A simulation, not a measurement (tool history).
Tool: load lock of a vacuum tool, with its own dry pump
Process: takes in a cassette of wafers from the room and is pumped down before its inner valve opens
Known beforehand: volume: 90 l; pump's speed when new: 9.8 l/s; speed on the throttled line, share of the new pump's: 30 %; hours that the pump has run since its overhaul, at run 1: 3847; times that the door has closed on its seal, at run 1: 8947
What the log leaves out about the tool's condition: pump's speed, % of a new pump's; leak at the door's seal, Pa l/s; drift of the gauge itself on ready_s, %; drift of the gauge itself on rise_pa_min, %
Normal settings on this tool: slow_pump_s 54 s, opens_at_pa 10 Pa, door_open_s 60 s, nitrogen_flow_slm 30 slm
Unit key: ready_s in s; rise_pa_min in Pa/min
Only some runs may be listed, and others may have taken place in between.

| run | hour | slow_pump_s | opens_at_pa | door_open_s | nitrogen_flow_slm | hours that the pump has run since its overhaul | times that the door has closed on its seal | incoming humidity of the room's air, % | ready_s | rise_pa_min |
|---|---|---|---|---|---|---|---|---|---|---|
| 1 | 0 | 54 | 10 | 60 | 30 | 3847 | 8947 | 46 | 126.9 | 0.061 |
| 2 | 113.8 | 54 | 10 | 60 | 30 | 3961 | 9175 | 47.2 | 127.4 | 0.059 |
| 3 | 206.1 | 54 | 10 | 60 | 30 | 4053 | 9360 | 46.3 | 126.3 | 0.056 |
| 4 | 334.7 | 54 | 13 | 60 | 30 | 4182 | 9617 | 45.9 | 125.2 | 0.059 |
| 5 | 398.5 | 54 | 13 | 60 | 30 | 4246 | 9744 | 45 | 125.5 | 0.061 |
| 6 | 534.8 | 54 | 13 | 60 | 30 | 4382 | 10017 | 43.7 | 124.6 | 0.058 |
| 7 | 638.1 | 54 | 13 | 60 | 30 | 4485 | 10224 | 45.9 | 125.8 | 0.063 |
| 8 | 777.9 | 58 | 13 | 60 | 30 | 4625 | 10503 | 45.1 | 128 | 0.06 |
| 9 | 917.6 | 54 | 10 | 60 | 30 | 4765 | 10782 | 42 | 128.6 | 0.063 |
| 10 | 1059.6 | 54 | 10 | 47 | 30 | 4907 | 11066 | 47.3 | 128.7 | 0.07 |
| 11 | 1132.6 | 54 | 10 | 47 | 30 | 4980 | 11212 | 45.3 | 128.6 | 0.066 |
| 12 | 1249.9 | 54 | 10 | 47 | 30 | 5097 | 11447 | 43.4 | 128.2 | 0.063 |
| 13 | 1379.2 | 54 | 10 | 47 | 30 | 5226 | 11706 | 46.3 | 128.1 | 0.07 |
| 14 | 1464 | 54 | 10 | 47 | 30 | 5311 | 11875 | 45.6 | 129.2 | 0.072 |
| 15 | 1560.7 | 54 | 10 | 47 | 30 | 5408 | 12068 | 46.4 | 130.1 | 0.063 |
| 16 | 1625.2 | 54 | 10 | 47 | 30 | 5472 | 12197 | 45.5 | 129.7 | 0.072 |
| 17 | 1746.1 | 54 | 10 | 60 | 30 | 5593 | 12439 | 45.6 | 129.3 | 0.073 |
| 18 | 1849.9 | 54 | 10 | 214 | 30 | 5697 | 12647 | 46.6 | 130.8 | 0.082 |
| 19 | 1974.3 | 54 | 13 | 214 | 30 | 5821 | 12896 | 43.7 | 127.2 | 0.089 |
| 20 | 2043 | 54 | 13 | 214 | 30 | 5890 | 13033 | 42.9 | 127.9 | 0.086 |
| 21 | 2166.6 | 54 | 13 | 60 | 8 | 6014 | 13280 | 41.4 | 127.4 | 0.087 |
| 22 | 2280.8 | 74 | 10 | 183 | 28 | 6128 | 13508 | 45.1 | 141.5 | 0.088 |
| 23 | 2412 | 74 | 10 | 183 | 28 | 6259 | 13771 | 42.8 | 144 | 0.091 |
| 24 | 2472 | 88 | 16 | 60 | 30 | 6319 | 13891 | 45.4 | 149.3 | 0.078 |
| 25 | 2593.6 | 72 | 16 | 60 | 10 | 6441 | 14134 | 44.1 | 137.1 | 0.089 |
| 26 | 2663.9 | 93 | 12 | 29 | 15 | 6511 | 14274 | 47 | 154.9 | 0.08 |
| 27 | 2738.5 | 65 | 17 | 205 | 4 | 6586 | 14424 | 42.4 | 131.7 | 0.116 |
| 28 | 2868.8 | 33 | 16 | 205 | 14 | 6716 | 14684 | 46.4 | 111 | 0.113 |
| 29 | 3006.6 | 95 | 10 | 30 | 30 | 6854 | 14960 | 43.1 | 156.9 | 0.077 |
| 30 | 3140 | 95 | 10 | 30 | 30 | 6987 | 15226 | 48.2 | 159.4 | 0.08 |
| 31 | 3215 | 86 | 14 | 30 | 12 | 7062 | 15376 | 42.8 | 147.3 | 0.088 |
| 32 | 3278.2 | 86 | 14 | 30 | 12 | 7125 | 15503 | 41.1 | 148.4 | 0.084 |
| 33 | 3347.4 | 86 | 14 | 30 | 12 | 7195 | 15641 | 44.8 | 148.9 | 0.09 |
| 34 | 3464.2 | 66 | 10 | 60 | 5 | 7311 | 15875 | 46.7 | 138.8 | 0.108 |
| 35 | 3546.6 | 29 | 16 | 29 | 35 | 7394 | 16040 | 42.4 | 109.5 | 0.079 |
| 36 | 3670.8 | 27 | 8 | 27 | 7 | 7518 | 16288 | 46.7 | 116.3 | 0.097 |
| 37 | 3778.6 | 27 | 8 | 27 | 7 | 7626 | 16504 | 42.8 | 115.5 | 0.095 |
| 38 | 3848.9 | 32 | 7 | 47 | 11 | 7696 | 16644 | 43.3 | 120.4 | 0.103 |

Selected run-to-run steps in ready_s, each split into two signed amounts: the part the tool would show with no hidden state at all (from settings, incoming material and random variation), and the remainder, which goes to the hidden state together with any gauge scatter not common to the measured and the hidden-state-free results:
Run 26 -> 27: slow_pump_s 93 -> 65, opens_at_pa 12 -> 17, door_open_s 29 -> 205, nitrogen_flow_slm 15 -> 4. ready_s -23.2 s: hidden state +0.7, all else -23.9.
Run 27 -> 28: slow_pump_s 65 -> 33, opens_at_pa 17 -> 16, nitrogen_flow_slm 4 -> 14. ready_s -20.7 s: hidden state +1.3, all else -22.
Run 28 -> 29: slow_pump_s 33 -> 95, opens_at_pa 16 -> 10, door_open_s 205 -> 30, nitrogen_flow_slm 14 -> 30. ready_s +45.9 s: hidden state -1.3, all else +47.2.
Run 33 -> 34: slow_pump_s 86 -> 66, opens_at_pa 14 -> 10, door_open_s 30 -> 60, nitrogen_flow_slm 12 -> 5. ready_s -10.1 s: hidden state +1.4, all else -11.5.
Run 34 -> 35: slow_pump_s 66 -> 29, opens_at_pa 10 -> 16, door_open_s 60 -> 29, nitrogen_flow_slm 5 -> 35. ready_s -29.3 s: hidden state +0.6, all else -29.9.
